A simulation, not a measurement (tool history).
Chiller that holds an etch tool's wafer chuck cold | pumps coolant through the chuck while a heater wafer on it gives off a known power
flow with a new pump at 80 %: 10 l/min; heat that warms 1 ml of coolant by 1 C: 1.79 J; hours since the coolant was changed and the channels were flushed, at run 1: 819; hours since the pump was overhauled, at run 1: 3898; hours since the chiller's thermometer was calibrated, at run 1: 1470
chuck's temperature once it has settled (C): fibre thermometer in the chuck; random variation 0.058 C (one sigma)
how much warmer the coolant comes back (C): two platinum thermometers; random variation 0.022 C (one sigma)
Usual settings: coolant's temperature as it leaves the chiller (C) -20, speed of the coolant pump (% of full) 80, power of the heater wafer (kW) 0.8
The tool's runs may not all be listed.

run      day  coolant's temperature as it leaves the chiller (C)  speed of the coolant pump (% of full)  power of the heater wafer (kW)  hours since the coolant was changed and the channels were flushed  hours since the pump was overhauled  hours since the chiller's thermometer was calibrated  chuck's temperature once it has settled (C)  how much warmer the coolant comes back (C)
  1        0                                                 -20                                     80                             0.8                                                                819                                 3898                                                  1470                                       -14.66                                        2.83
  2    4.433                                                 -20                                     80                             0.8                                                                926                                 4004                                                  1577                                       -14.57                                        2.86
  3    7.262                                                 -10                                     80                             0.8                                                                994                                 4072                                                  1644                                        -4.65                                        2.84
  4   10.321                                                 -10                                     80                             0.8                                                               1067                                 4146                                                  1718                                        -4.52                                        2.83
  5   14.542                                                 -20                                     80                             0.8                                                               1168                                 4247                                                  1819                                       -14.71                                        2.85
  6   17.454                                                 -11                                     80                             0.8                                                               1238                                 4317                                                  1889                                        -5.48                                         2.9
  7   21.783                                                 -11                                     80                             0.8                                                               1342                                 4421                                                  1993                                        -5.43                                        2.91
  8   25.038                                                 -20                                     80                             0.8                                                               1420                                 4499                                                  2071                                       -14.47                                         2.9
  9   30.271                                                 -15                                     80                             0.8                                                               1546                                 4624                                                  2197                                        -9.59                                         2.9
 10   35.875                                                 -15                                     80                             0.8                                                               1680                                 4759                                                  2331                                        -9.56                                        2.91
 11   41.104                                                 -20                                     80                             0.8                                                               1806                                 4884                                                  2457                                       -14.44                                        2.91
 12   46.088                                                 -20                                     80                             0.8                                                               1926                                 5004                                                  2576                                       -14.45                                        2.93
 13   51.496                                                 -20                                     80                             0.8                                                               2055                                 5134                                                  2706                                       -14.43                                        2.94
      55.292  -- chiller's thermometer calibrated
 14   56.425                                                 -20                                     80                             0.8                                                               2173                                 5251                                                    27                                       -14.23                                        2.92
 15   60.833                                                 -20                                     80                             0.8                                                               2278                                 5357                                                   133                                       -14.16                                        2.94
 16   65.604                                                 -20                                     80                             0.8                                                               2393                                 5471                                                   248                                       -14.12                                        2.91
 17   70.146                                                 -28                                     64                             0.8                                                               2502                                 5580                                                   357                                       -20.78                                        3.75
 18   73.917                                                 -28                                     64                             0.8                                                               2592                                 5671                                                   447                                       -20.68                                        3.76
 19   78.858                                                 -28                                     64                             0.8                                                               2711                                 5789                                                   566                                       -20.72                                        3.81
 20   82.229                                                 -22                                     68                           0.924                                                               2792                                 5870                                                   647                                          -14                                         4.1
 21   87.871                                                 -20                                     82                           0.998                                                               2927                                 6006                                                   782                                       -12.78                                        3.59
 22   92.021                                                 -21                                     65                           0.998                                                               3027                                 6105                                                   882                                       -11.81                                        4.66
 23   96.912                                                 -21                                     65                           0.998                                                               3144                                 6223                                                   999                                       -11.84                                        4.67
 24     99.8                                                 -23                                     65                           1.167                                                               3214                                 6292                                                  1068                                       -12.41                                        5.41
 25  105.708                                                 -12                                     80                           1.167                                                               3355                                 6434                                                  1210                                        -3.34                                        4.36
 26  108.825                                                 -22                                     74                           0.556                                                               3430                                 6509                                                  1285                                       -17.55                                        2.24
 27    113.6                                                 -17                                     70                           0.596                                                               3545                                 6623                                                  1399                                       -11.89                                        2.58
 28  116.425                                                 -17                                     80                             0.8                                                               3613                                 6691                                                  1467                                       -11.06                                        3.01
 29  120.504                                                 -17                                     65                           0.578                                                               3710                                 6789                                                  1565                                       -11.67                                        2.71
 30  126.308                                                 -13                                     68                           0.578                                                               3850                                 6928                                                  1704                                        -7.99                                        2.55
 31  130.417                                                 -13                                     68                           0.578                                                               3948                                 7027                                                  1803                                        -7.94                                        2.59

Forecast each of these 3 alternatives for the next run:
  A  133.488                                                 -14                                     68                           0.578                                                               4022                                 7101                                                  1877                                            ?                                           ?
  B  133.488                                                 -20                                     72                             0.8                                                               4022                                 7101                                                  1877                                            ?                                           ?
  C  133.488                                                 -20                                     85                             0.8                                                               4022                                 7101                                                  1877                                            ?                                           ?

run  chuck's temperature once it has settled (C)  how much warmer the coolant comes back (C)
  A                                        -9.01                                         2.6
  B                                        -13.3                                        3.36
  C                                       -14.42                                        2.84
Without the tool's hidden state the same runs would have given:
run  chuck's temperature once it has settled (C)  how much warmer the coolant comes back (C)
  A                                        -9.68                                        2.31
  B                                       -14.26                                        2.98
  C                                       -15.19                                        2.51
